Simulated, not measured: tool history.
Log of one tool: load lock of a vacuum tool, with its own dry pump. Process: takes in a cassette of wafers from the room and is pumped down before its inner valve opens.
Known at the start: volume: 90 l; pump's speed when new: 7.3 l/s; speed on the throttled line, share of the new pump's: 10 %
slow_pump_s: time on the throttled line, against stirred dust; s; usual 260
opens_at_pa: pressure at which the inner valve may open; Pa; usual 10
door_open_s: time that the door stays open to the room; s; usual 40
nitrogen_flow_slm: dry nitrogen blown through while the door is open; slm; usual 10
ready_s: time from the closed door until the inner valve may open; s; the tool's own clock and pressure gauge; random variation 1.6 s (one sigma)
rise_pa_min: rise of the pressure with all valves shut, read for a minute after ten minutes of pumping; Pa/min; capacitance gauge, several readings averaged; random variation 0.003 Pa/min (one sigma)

| run | day | slow_pump_s | opens_at_pa | door_open_s | nitrogen_flow_slm | incoming humidity of the room's air, % | ready_s | rise_pa_min |
|---|---|---|---|---|---|---|---|---|
| 1 | 0.000 | 260 | 10 | 40 | 10 | 47.3 | 353.4 | 0.030 |
| 2 | 11.167 | 260 | 10 | 40 | 10 | 45.3 | 351.2 | 0.024 |
| 3 | 17.388 | 260 | 10 | 40 | 10 | 42.4 | 351.8 | 0.042 |
| 4 | 27.800 | 260 | 10 | 40 | 10 | 48.0 | 351.3 | 0.038 |
| 5 | 40.921 | 260 | 10 | 40 | 10 | 42.3 | 353.4 | 0.029 |
| 6 | 50.354 | 260 | 10 | 40 | 10 | 43.4 | 350.2 | 0.031 |
| 7 | 59.458 | 260 | 13 | 40 | 10 | 46.3 | 348.4 | 0.031 |
| 8 | 72.662 | 260 | 13 | 40 | 10 | 46.4 | 348.4 | 0.031 |
| 9 | 83.804 | 260 | 13 | 40 | 10 | 46.9 | 352.8 | 0.033 |
| 10 | 93.179 | 260 | 13 | 40 | 39 | 45.9 | 349.8 | 0.024 |
| 11 | 105.771 | 260 | 10 | 40 | 10 | 45.7 | 353.8 | 0.038 |
| 12 | 111.879 | 260 | 10 | 191 | 10 | 43.4 | 348.3 | 0.050 |
| 13 | 122.121 | 260 | 10 | 191 | 10 | 45.5 | 353.6 | 0.054 |
| 14 | 136.079 | 260 | 10 | 40 | 35 | 46.2 | 353.5 | 0.033 |
| 15 | 146.829 | 260 | 7 | 40 | 27 | 45.3 | 357.6 | 0.029 |
| 16 | 156.533 | 167 | 18 | 28 | 7 | 47.2 | 263.6 | 0.037 |
| 17 | 166.721 | 167 | 18 | 28 | 7 | 47.3 | 263.8 | 0.035 |
| 18 | 173.571 | 167 | 18 | 28 | 7 | 43.1 | 264.6 | 0.041 |
| 19 | 186.483 | 309 | 18 | 85 | 7 | 42.0 | 393.1 | 0.052 |
| 20 | 196.283 | 309 | 18 | 85 | 7 | 48.6 | 387.4 | 0.049 |
| 21 | 208.783 | 309 | 18 | 85 | 7 | 46.6 | 389.8 | 0.056 |
| 22 | 218.504 | 309 | 18 | 85 | 7 | 46.0 | 389.0 | 0.061 |
| 23 | 230.538 | 260 | 10 | 88 | 34 | 46.0 | 357.0 | 0.037 |
| 24 | 241.654 | 511 | 11 | 48 | 7 | 44.6 | 580.6 | 0.055 |
| 25 | 253.508 | 416 | 11 | 41 | 7 | 46.9 | 489.9 | 0.052 |
| 26 | 266.796 | 134 | 10 | 40 | 6 | 39.9 | 242.4 | 0.053 |
| 27 | 277.967 | 134 | 10 | 40 | 6 | 46.6 | 244.8 | 0.052 |
| 28 | 291.050 | 134 | 10 | 40 | 6 | 45.4 | 241.1 | 0.056 |

The same runs without the tool's hidden state, with the same run-to-run variation:
The hidden state here: pump's speed, % of a new pump's; leak at the door's seal, Pa l/s; drift of the gauge itself on ready_s, %; drift of the gauge itself on rise_pa_min, %.
| run | ready_s | rise_pa_min |
|---|---|---|
| 1 | 349.0 | 0.016 |
| 2 | 346.8 | 0.009 |
| 3 | 347.2 | 0.027 |
| 4 | 346.7 | 0.022 |
| 5 | 348.6 | 0.012 |
| 6 | 345.3 | 0.014 |
| 7 | 343.8 | 0.013 |
| 8 | 343.7 | 0.013 |
| 9 | 347.9 | 0.013 |
| 10 | 344.9 | 0.003 |
| 11 | 348.3 | 0.017 |
| 12 | 342.8 | 0.029 |
| 13 | 347.9 | 0.031 |
| 14 | 347.6 | 0.010 |
| 15 | 351.6 | 0.005 |
| 16 | 257.6 | 0.012 |
| 17 | 257.7 | 0.009 |
| 18 | 258.4 | 0.014 |
| 19 | 387.7 | 0.025 |
| 20 | 382.1 | 0.021 |
| 21 | 384.3 | 0.027 |
| 22 | 383.5 | 0.031 |
| 23 | 350.0 | 0.005 |
| 24 | 575.8 | 0.023 |
| 25 | 484.4 | 0.019 |
| 26 | 234.0 | 0.018 |
| 27 | 236.1 | 0.018 |
| 28 | 232.4 | 0.020 |
